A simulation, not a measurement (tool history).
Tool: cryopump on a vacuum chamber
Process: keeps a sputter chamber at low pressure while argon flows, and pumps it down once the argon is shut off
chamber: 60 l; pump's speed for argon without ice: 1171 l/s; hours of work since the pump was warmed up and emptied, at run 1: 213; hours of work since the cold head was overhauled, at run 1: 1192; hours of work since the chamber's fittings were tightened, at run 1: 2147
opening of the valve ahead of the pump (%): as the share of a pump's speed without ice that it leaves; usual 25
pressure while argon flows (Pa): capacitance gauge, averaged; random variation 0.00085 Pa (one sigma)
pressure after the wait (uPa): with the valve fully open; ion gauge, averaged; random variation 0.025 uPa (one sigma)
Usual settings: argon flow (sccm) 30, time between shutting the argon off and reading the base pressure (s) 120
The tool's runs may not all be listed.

| run | hour | argon flow (sccm) | time between shutting the argon off and reading the base pressure (s) | opening of the valve ahead of the pump (%) | hours of work since the pump was warmed up and emptied | hours of work since the cold head was overhauled | hours of work since the chamber's fittings were tightened | pressure while argon flows (Pa) | pressure after the wait (uPa) |
|---|---|---|---|---|---|---|---|---|---|
| 1 | 0.0 | 30 | 120 | 25 | 213 | 1192 | 2147 | 0.1769 | 1.92 |
| 2 | 20.2 | 30 | 120 | 25 | 231 | 1209 | 2165 | 0.1762 | 1.86 |
| 3 | 38.7 | 30 | 120 | 25 | 247 | 1226 | 2181 | 0.1764 | 1.94 |
| 4 | 63.0 | 30 | 120 | 25 | 268 | 1247 | 2202 | 0.1775 | 1.94 |
| 5 | 81.7 | 30 | 120 | 30 | 285 | 1264 | 2219 | 0.1497 | 1.96 |
| 6 | 100.0 | 14 | 120 | 25 | 301 | 1280 | 2235 | 0.0832 | 1.87 |
| 7 | 120.3 | 24 | 50 | 45 | 319 | 1297 | 2253 | 0.0813 | 3.02 |
| 8 | 142.3 | 30 | 44 | 33 | 338 | 1317 | 2272 | 0.1371 | 3.28 |
| 9 | 160.3 | 30 | 89 | 33 | 354 | 1333 | 2288 | 0.1367 | 2.21 |
| 10 | 180.9 | 30 | 89 | 33 | 372 | 1351 | 2306 | 0.1360 | 2.25 |
| 11 | 206.5 | 40 | 61 | 25 | 395 | 1373 | 2329 | 0.2398 | 2.68 |

5 ways to go on from here, each from the tool as it stands after run 11. What would each give?
| A | 240.8 | 56 | 57 | 58 | 425 | 1403 | 2359 | ? | ? |
| B | 240.8 | 20 | 23 | 58 | 425 | 1403 | 2359 | ? | ? |
| C | 240.8 | 16 | 246 | 21 | 425 | 1403 | 2359 | ? | ? |
| D | 240.8 | 42 | 96 | 43 | 425 | 1403 | 2359 | ? | ? |
| E | 240.8 | 55 | 120 | 25 | 425 | 1403 | 2359 | ? | ? |

| run | pressure while argon flows (Pa) | pressure after the wait (uPa) |
|---|---|---|
| A | 0.1531 | 2.87 |
| B | 0.0540 | 5.23 |
| C | 0.1142 | 1.70 |
| D | 0.1504 | 2.22 |
| E | 0.3268 | 2.11 |
Without the tool's hidden state the same runs would have given:
| run | pressure while argon flows (Pa) | pressure after the wait (uPa) |
|---|---|---|
| A | 0.1406 | 1.83 |
| B | 0.0496 | 4.19 |
| C | 0.1106 | 0.63 |
| D | 0.1411 | 1.18 |
| E | 0.3147 | 1.04 |

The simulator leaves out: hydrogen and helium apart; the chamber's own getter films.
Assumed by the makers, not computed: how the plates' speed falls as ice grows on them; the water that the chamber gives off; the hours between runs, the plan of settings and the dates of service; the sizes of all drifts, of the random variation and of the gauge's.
